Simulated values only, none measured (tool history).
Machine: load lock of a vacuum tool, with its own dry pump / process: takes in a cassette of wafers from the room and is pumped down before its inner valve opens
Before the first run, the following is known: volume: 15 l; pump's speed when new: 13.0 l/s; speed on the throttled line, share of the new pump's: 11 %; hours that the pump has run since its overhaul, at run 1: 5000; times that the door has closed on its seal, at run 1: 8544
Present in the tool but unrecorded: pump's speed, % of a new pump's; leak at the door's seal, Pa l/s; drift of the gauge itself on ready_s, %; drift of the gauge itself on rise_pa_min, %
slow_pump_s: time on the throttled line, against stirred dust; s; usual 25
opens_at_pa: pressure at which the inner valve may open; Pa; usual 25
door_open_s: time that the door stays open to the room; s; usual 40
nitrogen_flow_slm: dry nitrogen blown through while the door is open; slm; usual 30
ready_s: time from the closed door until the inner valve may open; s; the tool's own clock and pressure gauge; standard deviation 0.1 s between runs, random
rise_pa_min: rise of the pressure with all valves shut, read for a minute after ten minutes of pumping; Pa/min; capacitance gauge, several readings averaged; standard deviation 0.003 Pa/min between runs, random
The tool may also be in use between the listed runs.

run     hour  slow_pump_s  opens_at_pa  door_open_s  nitrogen_flow_slm  hours that the pump has run since its overhaul  times that the door has closed on its seal  incoming humidity of the room's air, %  ready_s  rise_pa_min
  1      0.0           25           25           40                 30                                            5000                                        8544                                    45.5    32.11        0.057
  2    464.8           25           25           40                 30                                            5464                                        9234                                    47.5    32.03        0.061
  3    810.0           25           25           40                 30                                            5810                                        9747                                    41.0    32.27        0.066
  4   1103.7           25           25           40                 30                                            6103                                       10183                                    46.5    32.18        0.071
  5   1376.4           25           25           40                 30                                            6376                                       10588                                    46.7    32.26        0.084
  6   2002.7           25           25           40                 36                                            7002                                       11518                                    46.5    32.23        0.074
  7   2314.4           25           25           40                 36                                            7314                                       11981                                    45.8    32.37        0.086
  8   2756.6           25           25           40                 36                                            7756                                       12637                                    44.4    32.32        0.093
  9   3049.7           25           25           40                 36                                            8049                                       13072                                    40.9    32.41        0.098
 10   3657.8           23           25           40                 30                                            8658                                       13975                                    44.0    30.59        0.100
 11   4168.8           14           25           40                 30                                            9168                                       14734                                    48.1    22.67        0.110
 12   4450.0           14           25           40                 30                                            9450                                       15152                                    43.6    22.67        0.120
 13   4946.1           25           25           40                 30                                            9946                                       15888                                    44.0    32.48        0.118
 14   5513.0           25           25           40                 30                                           10513                                       16730                                    46.0    32.34        0.133
 15   6125.4           25           25           40                 30                                           11125                                       17639                                    47.1    32.58        0.144
 16   6732.6           25           25           40                 31                                           11732                                       18541                                    44.1    32.56        0.152
 17   7199.6           25           25           40                 31                                           12199                                       19234                                    45.6    32.50        0.157
 18   7808.5           25           25           40                 31                                           12808                                       20138                                    44.6    32.72        0.167
 19   8280.0           25           25           97                 30                                           13280                                       20839                                    43.1    32.67        0.194
 20   8821.5           25           25           40                 23                                           13821                                       21643                                    45.5    32.84        0.186
 21   9424.6           40           26           67                 26                                           14424                                       22538                                    42.8    46.00        0.213
 22   9700.3           40           26           67                 26                                           14700                                       22948                                    45.8    45.86        0.214
      9776.9  -- dry pump taken out, an overhauled one fitted
 23  10245.6           40           19           67                 18                                             469                                       23748                                    44.2    45.59        0.228
 24  10714.6           28           39           30                  7                                             938                                       24445                                    47.3    34.10        0.236
 25  11176.7           26           22           26                 15                                            1400                                       25131                                    45.4    32.96        0.235
 26  11442.2           25           25          161                  8                                            1665                                       25525                                    44.9    31.88        0.283
 27  11989.6           44           25           40                 30                                            2213                                       26338                                    47.8    48.98        0.246
 28  12421.6           44           25           40                 30                                            2645                                       26980                                    47.0    48.88        0.262
 29  13065.0           44           25           40                 30                                            3288                                       27935                                    45.4    48.90        0.277
 30  13603.4           21           25           40                 30                                            3826                                       28734                                    43.4    28.39        0.282
 31  14252.3           21           25           30                 17                                            4475                                       29698                                    45.8    28.47        0.299
 32  14654.4           21           30           30                 18                                            4877                                       30295                                    43.3    28.32        0.295
 33  15044.0           28           30           30                 18                                            5267                                       30873                                    42.2    34.34        0.312
 34  15500.9           28           37           30                  8                                            5724                                       31552                                    46.7    34.21        0.344
 35  15800.0           28           37           30                  8                                            6023                                       31996                                    42.8    34.30        0.343
 36  16094.7           28           37           30                  8                                            6318                                       32433                                    47.1    34.12        0.349
 37  16686.8           13           25           48                 30                                            6910                                       33313                                    45.1    21.36        0.354
 38  16956.8           13           25           48                 30                                            7180                                       33714                                    45.9    21.45        0.359

3 options for the next run, each taken on its own from the tool as it stands now. Forecast them:
  A  17355.5           25           49           40                 30                                            7579                                       34306                                    42.1        ?            ?
  B  17355.5           45           25          185                 14                                            7579                                       34306                                    46.3        ?            ?
  C  17355.5           34           48           40                 30                                            7579                                       34306                                    47.8        ?            ?

run  ready_s  rise_pa_min
  A    31.42        0.375
  B    49.84        0.409
  C    39.42        0.367
Without the tool's hidden state the same runs would have given:
run  ready_s  rise_pa_min
  A    31.24        0.027
  B    49.70        0.062
  C    39.27        0.021
